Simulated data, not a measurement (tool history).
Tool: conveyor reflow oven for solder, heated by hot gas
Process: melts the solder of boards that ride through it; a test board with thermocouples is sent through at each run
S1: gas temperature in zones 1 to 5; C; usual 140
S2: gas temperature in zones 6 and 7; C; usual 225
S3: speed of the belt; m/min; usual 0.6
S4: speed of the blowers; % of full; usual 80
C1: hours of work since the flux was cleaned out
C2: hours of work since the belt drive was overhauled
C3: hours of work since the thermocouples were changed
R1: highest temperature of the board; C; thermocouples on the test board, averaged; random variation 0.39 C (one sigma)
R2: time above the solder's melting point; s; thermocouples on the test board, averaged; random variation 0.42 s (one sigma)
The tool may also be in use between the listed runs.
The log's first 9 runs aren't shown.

{"run": 10, "day": 7.092, "S1": 140, "S2": 225, "S3": 0.6, "S4": 80, "C1": 258, "C2": 634, "C3": 581, "R1": 206.2, "R2": 43.3}
{"run": 11, "day": 8.212, "S1": 140, "S2": 225, "S3": 0.6, "S4": 80, "C1": 277, "C2": 653, "C3": 599, "R1": 205.8, "R2": 43.2}
{"run": 12, "day": 9.325, "S1": 140, "S2": 225, "S3": 0.505, "S4": 80, "C1": 295, "C2": 671, "C3": 617, "R1": 210.4, "R2": 58.7}
{"run": 13, "day": 10.462, "S1": 140, "S2": 225, "S3": 0.505, "S4": 80, "C1": 314, "C2": 690, "C3": 636, "R1": 210.3, "R2": 58.9}
{"day": 10.925, "done": "flux residue cleaned out of gas plates and filters"}
{"run": 14, "day": 11.758, "S1": 140, "S2": 225, "S3": 0.6, "S4": 80, "C1": 14, "C2": 707, "C3": 654, "R1": 207.7, "R2": 45.2}
{"run": 15, "day": 12.792, "S1": 140, "S2": 235, "S3": 0.6, "S4": 80, "C1": 31, "C2": 724, "C3": 671, "R1": 215.2, "R2": 51.4}
{"run": 16, "day": 13.604, "S1": 153, "S2": 225, "S3": 0.551, "S4": 80, "C1": 44, "C2": 738, "C3": 684, "R1": 211.3, "R2": 59.4}
{"run": 17, "day": 14.471, "S1": 153, "S2": 237, "S3": 0.636, "S4": 80, "C1": 58, "C2": 752, "C3": 699, "R1": 217.5, "R2": 54.1}
{"run": 18, "day": 15.058, "S1": 153, "S2": 237, "S3": 0.636, "S4": 80, "C1": 68, "C2": 762, "C3": 708, "R1": 217.9, "R2": 54.8}
{"run": 19, "day": 16.075, "S1": 140, "S2": 222, "S3": 0.605, "S4": 53, "C1": 85, "C2": 778, "C3": 725, "R1": 197.5, "R2": 31.6}
{"run": 20, "day": 16.688, "S1": 152, "S2": 223, "S3": 0.605, "S4": 57, "C1": 95, "C2": 788, "C3": 735, "R1": 202.4, "R2": 43}
{"run": 21, "day": 17.292, "S1": 140, "S2": 225, "S3": 0.538, "S4": 52, "C1": 105, "C2": 798, "C3": 745, "R1": 204, "R2": 45.7}
{"run": 22, "day": 18.092, "S1": 140, "S2": 225, "S3": 0.584, "S4": 52, "C1": 118, "C2": 812, "C3": 758, "R1": 200.8, "R2": 37.5}
{"run": 23, "day": 18.917, "S1": 130, "S2": 225, "S3": 0.6, "S4": 80, "C1": 131, "C2": 825, "C3": 772, "R1": 203.7, "R2": 38.7}
{"run": 24, "day": 19.992, "S1": 149, "S2": 225, "S3": 0.612, "S4": 81, "C1": 149, "C2": 843, "C3": 789, "R1": 207.6, "R2": 48}
{"run": 25, "day": 20.829, "S1": 149, "S2": 225, "S3": 0.499, "S4": 81, "C1": 163, "C2": 857, "C3": 803, "R1": 212.6, "R2": 65.3}
{"run": 26, "day": 21.938, "S1": 136, "S2": 225, "S3": 0.671, "S4": 55, "C1": 181, "C2": 875, "C3": 821, "R1": 194.9, "R2": 22.7}
{"run": 27, "day": 22.6, "S1": 147, "S2": 231, "S3": 0.497, "S4": 80, "C1": 192, "C2": 886, "C3": 832, "R1": 217.8, "R2": 69.1}
{"run": 28, "day": 23.529, "S1": 147, "S2": 231, "S3": 0.655, "S4": 80, "C1": 207, "C2": 901, "C3": 847, "R1": 208.9, "R2": 44.1}
{"day": 23.85, "done": "belt drive overhauled, speed set with a stopwatch"}
{"run": 29, "day": 24.846, "S1": 140, "S2": 215, "S3": 0.56, "S4": 80, "C1": 226, "C2": 16, "C3": 866, "R1": 198.4, "R2": 38.5}
{"run": 30, "day": 25.888, "S1": 138, "S2": 215, "S3": 0.707, "S4": 80, "C1": 243, "C2": 33, "C3": 884, "R1": 190.8, "R2": 17.6}

4 ways to go on from here, each from the tool as it stands after run 30. What would each give?
{"run": "A", "day": 26.621, "S1": 150, "S2": 215, "S3": 0.707, "S4": 80, "C1": 255, "C2": 45, "C3": 896, "R1": "?", "R2": "?"}
{"run": "B", "day": 26.621, "S1": 140, "S2": 225, "S3": 0.6, "S4": 52, "C1": 255, "C2": 45, "C3": 896, "R1": "?", "R2": "?"}
{"run": "C", "day": 26.621, "S1": 134, "S2": 227, "S3": 0.707, "S4": 74, "C1": 255, "C2": 45, "C3": 896, "R1": "?", "R2": "?"}
{"run": "D", "day": 26.621, "S1": 140, "S2": 238, "S3": 0.6, "S4": 80, "C1": 255, "C2": 45, "C3": 896, "R1": "?", "R2": "?"}

run=A R1=194.7 R2=25.3
run=B R1=198.5 R2=32.5
run=C R1=198.6 R2=25.7
run=D R1=215.6 R2=51
Without the tool's hidden state the same runs would have given:
run=A R1=198.2 R2=30.6
run=B R1=201.9 R2=37.3
run=C R1=202.5 R2=30.3
run=D R1=219.6 R2=53.9

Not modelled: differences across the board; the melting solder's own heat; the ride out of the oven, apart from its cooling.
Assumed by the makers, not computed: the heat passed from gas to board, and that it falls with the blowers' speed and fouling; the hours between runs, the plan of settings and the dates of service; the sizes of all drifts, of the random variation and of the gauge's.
